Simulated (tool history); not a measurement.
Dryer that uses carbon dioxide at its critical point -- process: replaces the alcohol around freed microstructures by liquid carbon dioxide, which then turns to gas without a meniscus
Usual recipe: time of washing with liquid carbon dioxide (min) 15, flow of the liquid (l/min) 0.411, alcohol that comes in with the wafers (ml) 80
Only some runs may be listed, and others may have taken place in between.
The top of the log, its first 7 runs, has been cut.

run	day	time of washing with liquid carbon dioxide (min)	flow of the liquid (l/min)	alcohol that comes in with the wafers (ml)	hours of work since the filter was changed	hours of work since the purifier's bed was changed	alcohol left in the vessel before it's heated (ppm by volume)
8	7.571	15	0.411	80	129	824	872
9	8.612	15	0.411	119	146	841	1277
10	10.021	15	0.411	119	169	864	1325
11	11.550	15	0.411	119	194	889	1344
12	12.888	15	0.411	27	215	910	441
13	13.838	15	0.411	80	230	925	1012
14	15.154	20	0.411	80	252	947	368
15	16.662	20	0.411	80	276	971	372
16	17.742	20	0.448	80	293	988	312
# day 18.275: purifier's bed changed
17	19.167	20	0.448	80	314	14	123
18	20.550	16	0.561	24	337	37	60
19	21.921	17	0.425	45	359	59	232
20	23.167	17	0.425	45	379	79	264
21	24.208	17	0.425	45	396	96	266
22	25.421	17	0.425	45	415	115	284
23	26.592	15	0.271	28	434	134	1519
24	27.483	10	0.397	64	449	149	3781
25	29.038	14	0.397	117	474	174	2269
26	29.779	14	0.397	117	486	186	2375
27	31.179	11	0.683	24	508	208	185
28	32.900	11	0.683	24	536	236	182
# day 33.479: inlet filter changed
29	34.479	22	0.569	80	16	261	60
30	35.283	15	0.570	80	29	274	167
31	36.196	21	0.411	64	44	288	145

Run 32 comes next. What will it give?
32	37.346	21	0.411	64	62	307	?

alcohol left in the vessel before it's heated (ppm by volume): 142
With the hidden condition absent and the run-to-run variation left alone, this run would have shown alcohol left in the vessel before it's heated (ppm by volume) 70.

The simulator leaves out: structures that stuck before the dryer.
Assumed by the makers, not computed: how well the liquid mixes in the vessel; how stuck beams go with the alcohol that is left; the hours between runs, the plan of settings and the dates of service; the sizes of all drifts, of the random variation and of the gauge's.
